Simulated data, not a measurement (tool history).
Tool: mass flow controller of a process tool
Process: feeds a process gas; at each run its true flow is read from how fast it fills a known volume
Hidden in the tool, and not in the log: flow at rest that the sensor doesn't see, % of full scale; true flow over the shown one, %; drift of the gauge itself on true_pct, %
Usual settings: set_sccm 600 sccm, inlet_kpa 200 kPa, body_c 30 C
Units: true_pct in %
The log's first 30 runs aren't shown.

| run | hour | set_sccm | inlet_kpa | body_c | hours of work since the controller was set to zero | hours of work since the controller was changed | true_pct |
|---|---|---|---|---|---|---|---|
| 31 | 1590.6 | 473 | 144 | 23 | 1714 | 1714 | 98.92 |
| 32 | 1662.5 | 385 | 144 | 33 | 1752 | 1752 | 99.33 |
| 33 | 1707.1 | 311 | 144 | 34 | 1775 | 1775 | 99.03 |
| 34 | 1777.3 | 366 | 200 | 30 | 1812 | 1812 | 98.77 |
| 35 | 1853.8 | 121 | 171 | 26 | 1853 | 1853 | 96.38 |
| 36 | 1915.1 | 157 | 159 | 35 | 1885 | 1885 | 97.86 |
| 37 | 1949.8 | 945 | 190 | 30 | 1903 | 1903 | 99.92 |
| 38 | 2013.1 | 945 | 190 | 30 | 1937 | 1937 | 100.02 |
| 39 | 2082.2 | 947 | 237 | 31 | 1973 | 1973 | 99.75 |
| 40 | 2134.0 | 361 | 200 | 37 | 2001 | 2001 | 99.04 |
| 41 | 2201.9 | 429 | 260 | 22 | 2036 | 2036 | 98.15 |

Forecast each of these 3 alternatives for the next run:
| A | 2263.9 | 200 | 207 | 36 | 2069 | 2069 | ? |
| B | 2263.9 | 647 | 141 | 26 | 2069 | 2069 | ? |
| C | 2263.9 | 643 | 200 | 30 | 2069 | 2069 | ? |

| run | true_pct |
|---|---|
| A | 98.06 |
| B | 99.37 |
| C | 99.36 |
Without the tool's hidden state the same runs would have given:
| run | true_pct |
|---|---|
| A | 99.97 |
| B | 99.98 |
| C | 99.97 |

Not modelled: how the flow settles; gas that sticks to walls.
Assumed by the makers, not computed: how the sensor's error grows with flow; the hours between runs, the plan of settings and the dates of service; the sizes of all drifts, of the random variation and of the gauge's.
